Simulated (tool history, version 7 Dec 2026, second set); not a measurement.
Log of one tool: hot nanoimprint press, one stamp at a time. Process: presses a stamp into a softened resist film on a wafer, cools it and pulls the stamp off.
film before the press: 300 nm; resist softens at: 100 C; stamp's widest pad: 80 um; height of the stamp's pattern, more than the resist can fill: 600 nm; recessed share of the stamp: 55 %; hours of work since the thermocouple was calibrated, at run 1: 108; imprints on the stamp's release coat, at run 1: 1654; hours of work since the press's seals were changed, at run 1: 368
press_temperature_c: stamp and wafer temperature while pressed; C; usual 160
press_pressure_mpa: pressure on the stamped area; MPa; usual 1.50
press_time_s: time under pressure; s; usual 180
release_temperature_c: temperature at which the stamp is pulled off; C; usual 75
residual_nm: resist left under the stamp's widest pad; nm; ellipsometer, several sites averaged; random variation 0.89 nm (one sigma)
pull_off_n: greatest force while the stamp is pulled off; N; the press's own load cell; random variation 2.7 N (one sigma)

run   hour  press_temperature_c  press_pressure_mpa  press_time_s  release_temperature_c  hours of work since the thermocouple was calibrated  imprints on the stamp's release coat  hours of work since the press's seals were changed  residual_nm  pull_off_n
  1    0.0                  160                1.50           180                     75                                                  108                                  1654                                                 368        151.3         126
  2    9.2                  160                1.50           180                     75                                                  114                                  1679                                                 374        150.9         126
  3   20.4                  160                1.50           180                     75                                                  122                                  1708                                                 381        151.1         124
  4   32.5                  160                1.50           180                     63                                                  130                                  1741                                                 389        150.4         142
  5   43.1                  160                1.50           180                     75                                                  137                                  1769                                                 396        152.2         129
  6   57.8                  160                1.50           180                     75                                                  146                                  1808                                                 406        151.4         124
  7   71.7                  160                1.50           180                     75                                                  155                                  1845                                                 415        151.6         125
  8   80.3                  160                1.50           180                     75                                                  161                                  1867                                                 421        152.5         123
  9   93.4                  160                1.50           180                     75                                                  170                                  1902                                                 429        152.1         132
 10  103.1                  160                1.50           180                     75                                                  176                                  1928                                                 436        152.6         126
 11  111.8                  160                1.50           180                     75                                                  182                                  1951                                                 441        152.5         124
 12  124.4                  160                1.50           145                     75                                                  190                                  1985                                                 450        163.2         127
 13  135.3                  160                1.50           145                     75                                                  197                                  2013                                                 457        164.1         124
 14  148.4                  160                1.50           180                     75                                                  206                                  2048                                                 465        153.3         124
 15  156.5                  160                1.09           180                     75                                                  211                                  2070                                                 471        179.7         127
     166.7  -- stamp cleaned and given a new release coat
 16  169.6                  171                2.25           308                     75                                                  216                                     8                                                 475         70.2         122
 17  181.0                  156                1.50           180                     75                                                  223                                    38                                                 483        174.8         123
 18  194.3                  156                2.37           270                     76                                                  232                                    73                                                 491        118.4         120
 19  205.2                  156                0.93           293                     77                                                  239                                   102                                                 499        190.4         123
 20  217.3                  156                0.93           293                     77                                                  247                                   134                                                 507        189.1         119
 21  228.6                  156                1.89           129                     75                                                  255                                   164                                                 514        170.8         125
 22  235.3                  155                1.96           232                     74                                                  259                                   182                                                 518        144.7         127
 23  244.5                  165                1.50           107                     81                                                  265                                   207                                                 524        155.1         122
 24  256.4                  160                1.50           180                     72                                                  273                                   238                                                 532        155.6         130
     263.5  -- gauge calibrated
 25  267.0                  171                1.84           212                     74                                                  280                                   266                                                 539         91.0         130
 26  279.9                  160                0.97           180                     63                                                  288                                   300                                                 548        184.7         142
 27  294.0                  153                0.97           180                     63                                                  297                                   338                                                 557        223.2         142
 28  301.3                  153                0.97           180                     63                                                  302                                   357                                                 562        221.8         141
 29  311.7                  149                1.38           180                     75                                                  309                                   385                                                 569        215.7         128
 30  325.7                  149                1.38           180                     75                                                  318                                   422                                                 578        215.8         129

Hidden state or all else? Some run-to-run changes of residual_nm, split into what the settings, what came in and random variation would give without the hidden state, and what is left for the hidden state (with any gauge scatter that isn't in both results):
The hidden state here: true temperature over the reading, C; pressure that arrives at the usual setting, %; grip of the stamp's worn release coat, % over a new coat's; drift of the gauge itself on residual_nm, %; drift of the gauge itself on pull_off_n, %.
Run 15 -> 16: press_temperature_c 160 -> 171, press_pressure_mpa 1.09 -> 2.25, press_time_s 180 -> 308, stamp cleaned and given a new release coat. residual_nm -109.5 nm: hidden state -2.0, all else -107.5.
Run 16 -> 17: press_temperature_c 171 -> 156, press_pressure_mpa 2.25 -> 1.50, press_time_s 308 -> 180. residual_nm +104.6 nm: hidden state +2.2, all else +102.4.
Run 24 -> 25: press_temperature_c 160 -> 171, press_pressure_mpa 1.50 -> 1.84, press_time_s 180 -> 212, release_temperature_c 72 -> 74, gauge calibrated. residual_nm -64.6 nm: hidden state -4.4, all else -60.2.
Run 25 -> 26: press_temperature_c 171 -> 160, press_pressure_mpa 1.84 -> 0.97, press_time_s 212 -> 180, release_temperature_c 74 -> 63. residual_nm +93.7 nm: hidden state +0.4, all else +93.3.
